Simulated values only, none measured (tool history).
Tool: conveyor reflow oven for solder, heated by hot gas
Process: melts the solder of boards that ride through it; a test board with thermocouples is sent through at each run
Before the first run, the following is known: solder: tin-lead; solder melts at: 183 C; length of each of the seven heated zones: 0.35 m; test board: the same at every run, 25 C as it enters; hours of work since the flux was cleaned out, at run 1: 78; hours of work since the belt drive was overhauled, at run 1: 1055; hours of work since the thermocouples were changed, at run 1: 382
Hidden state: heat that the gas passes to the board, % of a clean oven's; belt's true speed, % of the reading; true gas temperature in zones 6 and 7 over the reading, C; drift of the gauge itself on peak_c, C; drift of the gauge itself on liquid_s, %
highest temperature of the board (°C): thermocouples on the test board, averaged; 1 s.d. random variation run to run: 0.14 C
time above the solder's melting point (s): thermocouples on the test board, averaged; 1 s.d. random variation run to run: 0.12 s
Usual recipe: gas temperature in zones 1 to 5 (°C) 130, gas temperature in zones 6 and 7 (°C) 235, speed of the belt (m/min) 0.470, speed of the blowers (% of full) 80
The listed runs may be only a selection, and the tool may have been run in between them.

run,hour,gas temperature in zones 1 to 5 (°C),gas temperature in zones 6 and 7 (°C),speed of the belt (m/min),speed of the blowers (% of full),hours of work since the flux was cleaned out,hours of work since the belt drive was overhauled,hours of work since the thermocouples were changed,highest temperature of the board (°C),time above the solder's melting point (s)
1,0.0,130,235,0.470,80,78,1055,382,216.9,65.5
2,36.1,130,235,0.470,80,98,1075,402,216.8,65.0
3,74.9,130,235,0.470,80,119,1097,424,216.5,64.8
4,116.9,130,235,0.436,80,143,1120,447,218.9,72.5
5,178.8,130,235,0.436,80,177,1154,482,218.4,72.2
# hour 222.7: flux residue cleaned out of gas plates and filters
6,254.7,130,235,0.552,80,18,1194,521,209.2,46.9
# hour 273.0: belt drive overhauled, speed set with a stopwatch
7,298.9,130,235,0.552,80,40,14,543,207.9,44.1
8,330.5,138,235,0.470,80,58,32,561,215.3,64.3
9,372.0,138,235,0.470,80,81,55,584,215.1,64.3
10,416.3,138,235,0.470,80,105,80,609,214.8,63.9
11,458.9,138,235,0.470,80,129,103,632,214.5,63.6
12,502.7,140,235,0.470,80,153,128,657,214.1,64.8
13,565.1,130,235,0.470,80,188,162,691,212.2,58.3
# hour 588.1: flux residue cleaned out of gas plates and filters
14,622.9,130,235,0.470,80,19,192,721,216.5,63.6
# hour 640.3: flux residue cleaned out of gas plates and filters, once more
15,670.2,130,235,0.470,80,17,215,744,216.6,63.5
16,721.5,130,235,0.470,80,45,244,773,216.2,63.4
17,764.2,121,235,0.470,80,69,267,797,214.1,58.4
18,832.8,121,235,0.470,80,107,305,835,213.8,57.9
19,871.7,124,226,0.470,51,129,327,856,195.6,31.1
20,931.9,124,226,0.470,51,162,361,890,195.4,30.4
21,977.2,144,242,0.470,80,187,386,915,223.1,74.3
# hour 1001.5: flux residue cleaned out of gas plates and filters
# hour 1024.2: thermocouples of zones 6 and 7 changed
22,1024.2,127,244,0.402,61,12,408,0,225.6,81.5
23,1058.0,127,244,0.402,61,30,427,19,225.3,81.4
24,1119.9,118,238,0.470,80,65,461,53,219.3,62.2
25,1157.4,130,234,0.470,80,86,482,74,217.4,64.7
26,1229.1,130,243,0.470,54,125,522,114,214.4,59.9
27,1281.0,130,243,0.470,54,154,551,143,214.3,59.6
28,1317.9,142,227,0.470,80,175,571,163,212.5,64.9
29,1356.1,142,227,0.470,80,196,592,184,212.2,64.9
# hour 1366.0: flux residue cleaned out of gas plates and filters
30,1413.5,130,248,0.459,80,26,621,214,230.7,77.0

For each run, the measured value with the value that run would have given without the tool's hidden condition subtracted. The run-to-run variation is shared by both, the gauge scatter possibly not:
run,highest temperature of the board (°C),time above the solder's melting point (s)
1,-1.6,+0.0
2,-1.8,-0.2
3,-2.1,-0.5
4,-2.3,-0.5
5,-2.7,-1.0
6,-4.0,-3.1
7,-5.3,-5.9
8,-4.8,-4.9
9,-5.0,-5.2
10,-5.3,-5.5
11,-5.6,-5.7
12,-5.8,-5.8
13,-6.5,-7.3
14,-2.2,-1.7
15,-2.3,-1.7
16,-2.5,-2.0
17,-2.9,-2.5
18,-3.3,-3.0
19,-3.0,-5.2
20,-3.3,-5.9
21,-4.1,-2.5
22,+0.5,+1.1
23,+0.3,+0.9
24,-0.2,+0.2
25,-0.4,+0.1
26,-0.7,-0.2
27,-1.0,-0.5
28,-1.2,-0.8
29,-1.4,-1.2
30,-0.1,+0.9

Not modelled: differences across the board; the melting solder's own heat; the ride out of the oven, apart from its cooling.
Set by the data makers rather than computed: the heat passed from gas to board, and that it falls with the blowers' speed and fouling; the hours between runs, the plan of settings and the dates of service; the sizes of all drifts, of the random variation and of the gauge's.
